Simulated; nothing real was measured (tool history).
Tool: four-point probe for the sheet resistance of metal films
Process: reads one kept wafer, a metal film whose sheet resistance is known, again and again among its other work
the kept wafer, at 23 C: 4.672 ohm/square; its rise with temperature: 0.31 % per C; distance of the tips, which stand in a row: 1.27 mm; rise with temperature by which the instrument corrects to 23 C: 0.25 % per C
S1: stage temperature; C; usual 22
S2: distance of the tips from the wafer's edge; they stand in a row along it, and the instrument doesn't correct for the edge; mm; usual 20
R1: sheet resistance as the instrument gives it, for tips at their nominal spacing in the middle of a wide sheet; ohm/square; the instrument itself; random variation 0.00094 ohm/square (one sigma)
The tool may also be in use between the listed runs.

{"run": 1, "hour": 0.0, "S1": 22, "S2": 20, "R1": 4.622605}
{"run": 2, "hour": 61.4, "S1": 22, "S2": 20, "R1": 4.622199}
{"run": 3, "hour": 132.8, "S1": 28, "S2": 20, "R1": 4.634864}
{"hour": 167.1, "done": "new probe head fitted"}
{"hour": 178.3, "done": "stage's thermometer calibrated"}
{"run": 4, "hour": 192.1, "S1": 22, "S2": 18, "R1": 4.686542}
{"run": 5, "hour": 238.7, "S1": 22, "S2": 18, "R1": 4.683179}
{"run": 6, "hour": 306.0, "S1": 22, "S2": 18, "R1": 4.681651}
{"run": 7, "hour": 365.4, "S1": 27, "S2": 18, "R1": 4.693962}
{"run": 8, "hour": 437.7, "S1": 22, "S2": 20, "R1": 4.676768}
{"run": 9, "hour": 501.3, "S1": 28, "S2": 20, "R1": 4.690973}
{"run": 10, "hour": 561.4, "S1": 22, "S2": 20, "R1": 4.675012}
{"run": 11, "hour": 629.5, "S1": 22, "S2": 20, "R1": 4.672158}
{"run": 12, "hour": 708.5, "S1": 22, "S2": 20, "R1": 4.671755}
{"run": 13, "hour": 757.8, "S1": 22, "S2": 20, "R1": 4.668523}
{"run": 14, "hour": 826.1, "S1": 22, "S2": 20, "R1": 4.667188}
{"run": 15, "hour": 872.8, "S1": 24, "S2": 7, "R1": 4.742338}
{"run": 16, "hour": 955.1, "S1": 25, "S2": 11, "R1": 4.69495}

The next listed run, before its measurement:
{"run": 17, "hour": 1024.1, "S1": 25, "S2": 11, "R1": "?"}

R1: 4.694276 ohm/square
Without the tool's hidden state the same run would have given R1 4.711007 ohm/square.

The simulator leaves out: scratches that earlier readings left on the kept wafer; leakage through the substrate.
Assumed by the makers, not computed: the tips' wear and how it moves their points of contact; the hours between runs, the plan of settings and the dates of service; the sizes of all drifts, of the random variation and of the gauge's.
